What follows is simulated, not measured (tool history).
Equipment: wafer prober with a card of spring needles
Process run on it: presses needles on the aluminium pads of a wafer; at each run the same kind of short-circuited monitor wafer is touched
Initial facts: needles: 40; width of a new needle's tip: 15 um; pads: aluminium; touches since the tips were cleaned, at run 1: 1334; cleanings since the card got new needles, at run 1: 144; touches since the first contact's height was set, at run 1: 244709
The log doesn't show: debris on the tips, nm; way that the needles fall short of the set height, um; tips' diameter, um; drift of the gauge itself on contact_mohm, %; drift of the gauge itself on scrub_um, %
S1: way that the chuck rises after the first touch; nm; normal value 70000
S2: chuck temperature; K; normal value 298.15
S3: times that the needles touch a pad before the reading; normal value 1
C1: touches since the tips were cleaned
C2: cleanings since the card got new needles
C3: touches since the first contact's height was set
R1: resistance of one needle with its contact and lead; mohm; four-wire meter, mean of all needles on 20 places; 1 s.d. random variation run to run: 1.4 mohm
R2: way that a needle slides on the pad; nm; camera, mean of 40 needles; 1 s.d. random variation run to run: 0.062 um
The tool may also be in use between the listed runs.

Run 1, day 0.000: usual settings; C1 1334; C2 144; C3 244709. Result: R1 147 mohm, R2 10500 nm.
At day 0.054: tips cleaned on abrasive film.
At day 0.267: tips cleaned on abrasive film.
At day 0.475: tips cleaned on abrasive film.
At day 0.592: height of the first contact set anew.
At day 0.696: tips cleaned on abrasive film.
At day 0.958: tips cleaned on abrasive film.
Run 2, day 1.079: usual settings; C1 904; C2 149; C3 3641. Result: R1 140 mohm, R2 11300 nm.
At day 1.183: tips cleaned on abrasive film.
At day 1.446: tips cleaned on abrasive film.
Run 3, day 1.625: usual settings; C1 1367; C2 151; C3 7739. Result: R1 145 mohm, R2 11350 nm.
At day 1.679: tips cleaned on abrasive film.
At day 1.938: tips cleaned on abrasive film.
At day 2.196: tips cleaned on abrasive film.
Run 4, day 2.283: usual settings but S3 2; C1 667; C2 154; C3 12665. Result: R1 132 mohm, R2 11320 nm.
At day 2.442: tips cleaned on abrasive film.
At day 2.654: tips cleaned on abrasive film.
Run 5, day 2.762: usual settings; C1 827; C2 156; C3 16230. Result: R1 136 mohm, R2 11360 nm.
At day 2.871: tips cleaned on abrasive film.
At day 3.079: tips cleaned on abrasive film.
Run 6, day 3.246: usual settings but S3 2; C1 1257; C2 158; C3 19838. Result: R1 136 mohm, R2 11360 nm.
At day 3.292: tips cleaned on abrasive film.
At day 3.554: tips cleaned on abrasive film.
At day 3.808: tips cleaned on abrasive film.
Run 7, day 3.921: usual settings but S3 2; C1 860; C2 161; C3 24888. Result: R1 136 mohm, R2 11230 nm.
At day 4.025: tips cleaned on abrasive film.
At day 4.238: tips cleaned on abrasive film.
At day 4.496: tips cleaned on abrasive film.
At day 4.758: tips cleaned on abrasive film.
Run 8, day 4.933: usual settings; C1 1322; C2 165; C3 32456. Result: R1 146 mohm, R2 11280 nm.
At day 4.988: tips cleaned on abrasive film.
At day 5.196: tips cleaned on abrasive film.
At day 5.458: tips cleaned on abrasive film, once more.
Run 9, day 5.483: usual settings but S2 322.15 K; C1 197; C2 168; C3 36562. Result: R1 134 mohm, R2 11120 nm.
At day 5.692: tips cleaned on abrasive film.
At day 5.950: tips cleaned on abrasive film.
Run 10, day 6.021: usual settings but S2 322.15 K; C1 520; C2 170; C3 40576. Result: R1 138 mohm, R2 11240 nm.
At day 6.175: tips cleaned on abrasive film.
At day 6.388: tips cleaned on abrasive film.
At day 6.596: tips cleaned on abrasive film.
At day 6.804: tips cleaned on abrasive film.
At day 7.067: tips cleaned on abrasive film.
Run 11, day 7.146: usual settings but S1 62000 nm; C1 612; C2 175; C3 48993. Result: R1 144 mohm, R2 9870 nm.
At day 7.304: tips cleaned on abrasive film.
At day 7.517: tips cleaned on abrasive film.
At day 7.725: tips cleaned on abrasive film.
At day 7.975: tips cleaned on abrasive film.
Run 12, day 7.975: usual settings but S1 57000 nm; C1 0; C2 179; C3 55161. Result: R1 128 mohm, R2 9040 nm.
At day 8.229: tips cleaned on abrasive film.
At day 8.492: tips cleaned on abrasive film.
At day 8.700: tips cleaned on abrasive film.
Run 13, day 8.721: usual settings but S1 57000 nm; C1 162; C2 182; C3 60750. Result: R1 138 mohm, R2 9120 nm.
At day 8.933: tips cleaned on abrasive film.
At day 9.142: tips cleaned on abrasive film.
At day 9.396: tips cleaned on abrasive film.
At day 9.654: tips cleaned on abrasive film.
Run 14, day 9.821: usual settings but S1 57000 nm; C1 1291; C2 186; C3 68993. Result: R1 157 mohm, R2 9070 nm.
At day 9.879: tips cleaned on abrasive film.
At day 10.138: tips cleaned on abrasive film.
At day 10.350: tips cleaned on abrasive film.
Run 15, day 10.488: usual settings but S1 89000 nm, S2 305.15 K, S3 2; C1 1070; C2 189; C3 73974. Result: R1 131 mohm, R2 14160 nm.
At day 10.596: tips cleaned on abrasive film.
At day 10.854: tips cleaned on abrasive film.
Run 16, day 11.038: usual settings but S1 89000 nm, S2 305.15 K, S3 2; C1 1393; C2 191; C3 78070. Result: R1 133 mohm, R2 14200 nm.
At day 11.092: tips cleaned on abrasive film.
At day 11.350: tips cleaned on abrasive film.
At day 11.608: tips cleaned on abrasive film.
At day 11.867: tips cleaned on abrasive film.
Run 17, day 12.042: usual settings but S1 52000 nm, S2 305.15 K, S3 3; C1 1331; C2 195; C3 85597. Result: R1 147 mohm, R2 8150 nm.
At day 12.096: tips cleaned on abrasive film.
At day 12.308: tips cleaned on abrasive film.
At day 12.517: tips cleaned on abrasive film.
Run 18, day 12.642: usual settings but S1 52000 nm, S2 305.15 K, S3 3; C1 951; C2 198; C3 90068. Result: R1 141 mohm, R2 8090 nm.
At day 12.750: tips cleaned on abrasive film.
At day 12.958: tips cleaned on abrasive film.
At day 13.212: tips cleaned on abrasive film.
At day 13.425: tips cleaned on abrasive film.
At day 13.633: tips cleaned on abrasive film.
Run 19, day 13.762: usual settings but S1 52000 nm, S2 305.15 K, S3 3; C1 979; C2 203; C3 98431. Result: R1 142 mohm, R2 8110 nm.
At day 13.871: tips cleaned on abrasive film.
At day 14.079: tips cleaned on abrasive film.
At day 14.288: tips cleaned on abrasive film.
Run 20, day 14.404: usual settings but S1 52000 nm, S2 315.15 K, S3 3; C1 892; C2 206; C3 103233. Result: R1 143 mohm, R2 8080 nm.
At day 14.512: tips cleaned on abrasive film.
At day 14.767: tips cleaned on abrasive film.
At day 15.025: tips cleaned on abrasive film.
At day 15.233: tips cleaned on abrasive film.
At day 15.446: tips cleaned on abrasive film.
Run 21, day 15.533: usual settings but S1 72000 nm, S2 313.15 K, S3 2; C1 677; C2 211; C3 111653. Result: R1 131 mohm, R2 11210 nm.
At day 15.692: tips cleaned on abrasive film.
At day 15.950: tips cleaned on abrasive film.
At day 16.200: tips cleaned on abrasive film.
Run 22, day 16.200: usual settings but S1 51000 nm, S2 327.15 K, S3 2; C1 0; C2 214; C3 116624. Result: R1 138 mohm, R2 7790 nm.
At day 16.458: tips cleaned on abrasive film.
At day 16.717: tips cleaned on abrasive film.
At day 16.929: tips cleaned on abrasive film.
Run 23, day 17.025: usual settings but S1 74000 nm, S2 378.15 K; C1 752; C2 217; C3 122818. Result: R1 149 mohm, R2 11510 nm.
At day 17.183: tips cleaned on abrasive film.
At day 17.446: tips cleaned on abrasive film.
At day 17.654: tips cleaned on abrasive film.
Run 24, day 17.846: usual settings but S1 74000 nm, S2 378.15 K; C1 1449; C2 220; C3 128960. Result: R1 157 mohm, R2 11540 nm.
At day 17.900: tips cleaned on abrasive film.
At day 18.112: tips cleaned on abrasive film.
At day 18.367: tips cleaned on abrasive film.
At day 18.579: tips cleaned on abrasive film.
Run 25, day 18.746: usual settings but S1 53000 nm, S2 307.15 K; C1 1277; C2 224; C3 135680. Result: R1 174 mohm, R2 8070 nm.
At day 18.800: tips cleaned on abrasive film.
At day 19.062: tips cleaned on abrasive film.
At day 19.325: tips cleaned on abrasive film.
At day 19.533: tips cleaned on abrasive film.
At day 19.742: tips cleaned on abrasive film.
Run 26, day 19.892: usual settings but S1 51000 nm, S2 337.15 K, S3 2; C1 1139; C2 229; C3 144246. Result: R1 165 mohm, R2 7760 nm.
At day 20.000: tips cleaned on abrasive film.
At day 20.208: tips cleaned on abrasive film.
Run 27, day 20.379: usual settings but S1 63000 nm, S2 301.15 K, S3 2; C1 1273; C2 231; C3 147865. Result: R1 144 mohm, R2 9680 nm.
At day 20.433: tips cleaned on abrasive film.
At day 20.696: tips cleaned on abrasive film.
At day 20.904: tips cleaned on abrasive film.
At day 21.167: tips cleaned on abrasive film.
Run 28, day 21.333: usual settings but S1 61000 nm, S2 315.15 K; C1 1271; C2 235; C3 155001. Result: R1 164 mohm, R2 9400 nm.

Each row is a separate what-if for the run after 28, all from the same tool condition, not one after another. Results?
At day 21.388: tips cleaned on abrasive film.
At day 21.596: tips cleaned on abrasive film.
At day 21.808: tips cleaned on abrasive film.
Run A, day 21.962: usual settings but S1 55000 nm, S2 372.15 K; C1 1169; C2 238; C3 159688. Result: R1 ?, R2 ?.
At day 21.388: tips cleaned on abrasive film.
At day 21.596: tips cleaned on abrasive film.
At day 21.808: tips cleaned on abrasive film.
Run B, day 21.962: usual settings but S1 77000 nm, S2 315.15 K; C1 1169; C2 238; C3 159688. Result: R1 ?, R2 ?.
At day 21.388: tips cleaned on abrasive film.
At day 21.596: tips cleaned on abrasive film.
At day 21.808: tips cleaned on abrasive film.
Run C, day 21.962: usual settings but S1 61000 nm, S2 387.15 K; C1 1169; C2 238; C3 159688. Result: R1 ?, R2 ?.

run   R1     R2
  A  173   8310
  B  147  11900
  C  169   9270
Stripped of hidden state, with their random variation kept, the same runs would have yielded:
run   R1     R2
  A  136   8930
  B  126  12520
  C  138   9890
